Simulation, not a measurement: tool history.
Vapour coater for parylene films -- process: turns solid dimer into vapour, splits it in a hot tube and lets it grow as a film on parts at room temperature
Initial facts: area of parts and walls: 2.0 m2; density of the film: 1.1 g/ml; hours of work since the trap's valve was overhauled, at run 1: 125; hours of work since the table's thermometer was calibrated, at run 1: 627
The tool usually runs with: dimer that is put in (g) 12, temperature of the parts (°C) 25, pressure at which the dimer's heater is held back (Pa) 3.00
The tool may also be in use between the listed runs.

| run | hour | dimer that is put in (g) | temperature of the parts (°C) | pressure at which the dimer's heater is held back (Pa) | hours of work since the trap's valve was overhauled | hours of work since the table's thermometer was calibrated | thickness of the film (um) |
|---|---|---|---|---|---|---|---|
| 1 | 0.0 | 12 | 25 | 3.00 | 125 | 627 | 3.29 |
| 2 | 55.2 | 12 | 25 | 3.00 | 159 | 661 | 3.23 |
| 3 | 100.0 | 21 | 25 | 3.00 | 187 | 689 | 5.70 |
| 4 | 147.8 | 21 | 25 | 3.00 | 217 | 719 | 5.54 |
| 5 | 180.5 | 21 | 35 | 3.00 | 237 | 739 | 4.71 |
| 6 | 212.2 | 15 | 25 | 3.00 | 257 | 759 | 3.88 |
| 7 | 276.1 | 12 | 25 | 3.00 | 297 | 799 | 3.08 |
| 8 | 344.3 | 12 | 25 | 3.00 | 339 | 841 | 3.02 |
| 9 | 390.0 | 13 | 25 | 3.00 | 368 | 870 | 3.29 |
|  | 409.0 | trap's valve overhauled |
| 10 | 454.9 | 13 | 25 | 3.00 | 29 | 908 | 3.68 |
| 11 | 521.2 | 13 | 25 | 3.00 | 70 | 949 | 3.65 |
| 12 | 583.3 | 13 | 25 | 3.00 | 109 | 988 | 3.59 |
| 13 | 631.0 | 13 | 25 | 3.00 | 138 | 1017 | 3.59 |
| 14 | 693.1 | 12 | 25 | 3.00 | 177 | 1056 | 3.29 |
| 15 | 724.7 | 9 | 25 | 3.00 | 197 | 1076 | 2.39 |
| 16 | 778.5 | 7 | 25 | 3.00 | 230 | 1109 | 1.87 |
| 17 | 827.1 | 7 | 25 | 3.00 | 260 | 1139 | 1.86 |
| 18 | 877.7 | 7 | 25 | 3.00 | 292 | 1171 | 1.81 |
| 19 | 940.8 | 7 | 25 | 3.00 | 331 | 1210 | 1.80 |
| 20 | 994.0 | 7 | 25 | 3.00 | 364 | 1243 | 1.77 |
|  | 1021.2 | trap's valve overhauled |
| 21 | 1036.1 | 12 | 36 | 3.00 | 9 | 1267 | 2.91 |
| 22 | 1073.9 | 12 | 36 | 3.00 | 33 | 1291 | 2.89 |
| 23 | 1140.2 | 12 | 36 | 3.00 | 74 | 1332 | 2.85 |
| 24 | 1190.3 | 7 | 28 | 2.46 | 105 | 1363 | 1.91 |
| 25 | 1239.4 | 5 | 28 | 3.58 | 136 | 1394 | 1.26 |
| 26 | 1284.5 | 15 | 30 | 3.00 | 164 | 1422 | 3.81 |
| 27 | 1326.0 | 7 | 25 | 4.02 | 190 | 1448 | 1.87 |
| 28 | 1374.4 | 12 | 25 | 2.20 | 220 | 1478 | 3.36 |
| 29 | 1414.5 | 12 | 25 | 2.20 | 245 | 1503 | 3.21 |
| 30 | 1446.5 | 12 | 25 | 2.20 | 265 | 1523 | 3.24 |
| 31 | 1502.0 | 12 | 25 | 2.20 | 299 | 1557 | 3.19 |
| 32 | 1544.9 | 12 | 22 | 2.03 | 326 | 1584 | 3.31 |
| 33 | 1605.2 | 18 | 21 | 5.26 | 364 | 1621 | 4.55 |
|  | 1632.9 | trap's valve overhauled |
| 34 | 1659.4 | 6 | 25 | 9.09 | 17 | 1653 | 1.59 |
| 35 | 1709.8 | 12 | 29 | 3.27 | 48 | 1684 | 3.22 |
| 36 | 1771.1 | 12 | 29 | 3.27 | 86 | 1722 | 3.23 |
| 37 | 1837.6 | 20 | 35 | 8.50 | 127 | 1764 | 4.27 |
| 38 | 1891.6 | 20 | 30 | 6.53 | 161 | 1797 | 4.82 |
| 39 | 1929.9 | 9 | 30 | 3.50 | 185 | 1821 | 2.23 |
| 40 | 1989.8 | 9 | 30 | 3.50 | 222 | 1858 | 2.21 |
| 41 | 2029.1 | 15 | 31 | 3.00 | 247 | 1883 | 3.69 |
|  | 2046.7 | table's thermometer calibrated |
| 42 | 2075.8 | 13 | 27 | 6.51 | 275 | 18 | 3.03 |
| 43 | 2120.5 | 20 | 20 | 8.81 | 303 | 46 | 4.92 |
| 44 | 2188.3 | 15 | 23 | 8.68 | 345 | 88 | 3.50 |

Below are 4 alternative next runs, each starting from the tool's condition after run 44. Predict each:
|  | 2243.7 | trap's valve overhauled |
| A | 2251.8 | 20 | 23 | 4.13 | 5 | 125 | ? |
|  | 2243.7 | trap's valve overhauled |
| B | 2251.8 | 15 | 34 | 11.46 | 5 | 125 | ? |
|  | 2243.7 | trap's valve overhauled |
| C | 2251.8 | 6 | 28 | 4.69 | 5 | 125 | ? |
|  | 2243.7 | trap's valve overhauled |
| D | 2251.8 | 20 | 36 | 8.36 | 5 | 125 | ? |

| run | thickness of the film (um) |
|---|---|
| A | 5.74 |
| B | 3.27 |
| C | 1.55 |
| D | 4.42 |
Without the tool's unlogged condition, the same runs would have read:
| run | thickness of the film (um) |
|---|---|
| A | 5.78 |
| B | 3.29 |
| C | 1.56 |
| D | 4.45 |
